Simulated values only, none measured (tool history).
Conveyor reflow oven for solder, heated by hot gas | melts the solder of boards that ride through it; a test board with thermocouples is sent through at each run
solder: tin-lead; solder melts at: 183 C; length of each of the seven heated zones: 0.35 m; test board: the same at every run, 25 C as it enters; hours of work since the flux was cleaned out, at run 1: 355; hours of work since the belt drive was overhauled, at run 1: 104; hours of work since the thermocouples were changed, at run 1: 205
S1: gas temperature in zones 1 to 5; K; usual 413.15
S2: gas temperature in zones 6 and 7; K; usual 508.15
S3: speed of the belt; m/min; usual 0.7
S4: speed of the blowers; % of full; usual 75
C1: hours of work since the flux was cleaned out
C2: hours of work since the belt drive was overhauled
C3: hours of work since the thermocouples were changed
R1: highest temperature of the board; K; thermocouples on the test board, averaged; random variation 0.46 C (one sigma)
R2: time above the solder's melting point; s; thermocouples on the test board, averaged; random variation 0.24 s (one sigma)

Run 1, day 0: usual settings; C1 355; C2 104; C3 205. Result: R1 492.85 K, R2 47.3 s.
Run 2, day 2.104: usual settings; C1 379; C2 128; C3 229. Result: R1 493.15 K, R2 47.2 s.
At day 3.446: flux residue cleaned out of gas plates and filters.
Run 3, day 5.492: usual settings; C1 23; C2 164; C3 265. Result: R1 496.55 K, R2 48.7 s.
Run 4, day 8.346: usual settings; C1 55; C2 196; C3 297. Result: R1 496.35 K, R2 48.8 s.
Run 5, day 10.012: usual settings but S4 57 % of full; C1 74; C2 215; C3 316. Result: R1 492.25 K, R2 47.4 s.
Run 6, day 11.842: usual settings but S4 57 % of full; C1 95; C2 235; C3 337. Result: R1 492.25 K, R2 47 s.
Run 7, day 14.271: usual settings but S4 57 % of full; C1 122; C2 263; C3 364. Result: R1 492.15 K, R2 46.6 s.
Run 8, day 15.604: usual settings but S4 55 % of full; C1 137; C2 278; C3 379. Result: R1 490.75 K, R2 46.4 s.
Run 9, day 17.575: usual settings but S1 422.15 K; C1 159; C2 300; C3 401. Result: R1 496.65 K, R2 51.9 s.
Run 10, day 19.421: usual settings but S1 422.15 K; C1 180; C2 321; C3 422. Result: R1 495.75 K, R2 51.9 s.
Run 11, day 21.725: usual settings but S1 422.15 K; C1 206; C2 347; C3 448. Result: R1 495.85 K, R2 51.8 s.
Run 12, day 23.975: usual settings but S1 422.15 K, S2 505.15 K, S3 0.811 m/min, S4 81 % of full; C1 231; C2 372; C3 473. Result: R1 490.45 K, R2 41.8 s.
Run 13, day 25.746: usual settings but S1 403.15 K, S2 511.15 K, S4 73 % of full; C1 251; C2 392; C3 493. Result: R1 494.75 K, R2 46.4 s.
Run 14, day 27.475: usual settings but S2 522.15 K, S4 85 % of full; C1 271; C2 411; C3 513. Result: R1 507.75 K, R2 54.7 s.
Run 15, day 30.646: usual settings but S1 426.15 K, S2 496.15 K, S3 0.797 m/min, S4 67 % of full; C1 307; C2 447; C3 549. Result: R1 481.15 K, R2 38 s.

Forecast run 16:
Run 16, day 33.279: usual settings but S3 0.645 m/min, S4 68 % of full; C1 336; C2 477; C3 578. Result: R1 ?, R2 ?.

{"run 16": {"R1": 495.35, "R2": 53.4}}
Without the tool's hidden state the same run would have given R1 496.65 K, R2 53.9 s.

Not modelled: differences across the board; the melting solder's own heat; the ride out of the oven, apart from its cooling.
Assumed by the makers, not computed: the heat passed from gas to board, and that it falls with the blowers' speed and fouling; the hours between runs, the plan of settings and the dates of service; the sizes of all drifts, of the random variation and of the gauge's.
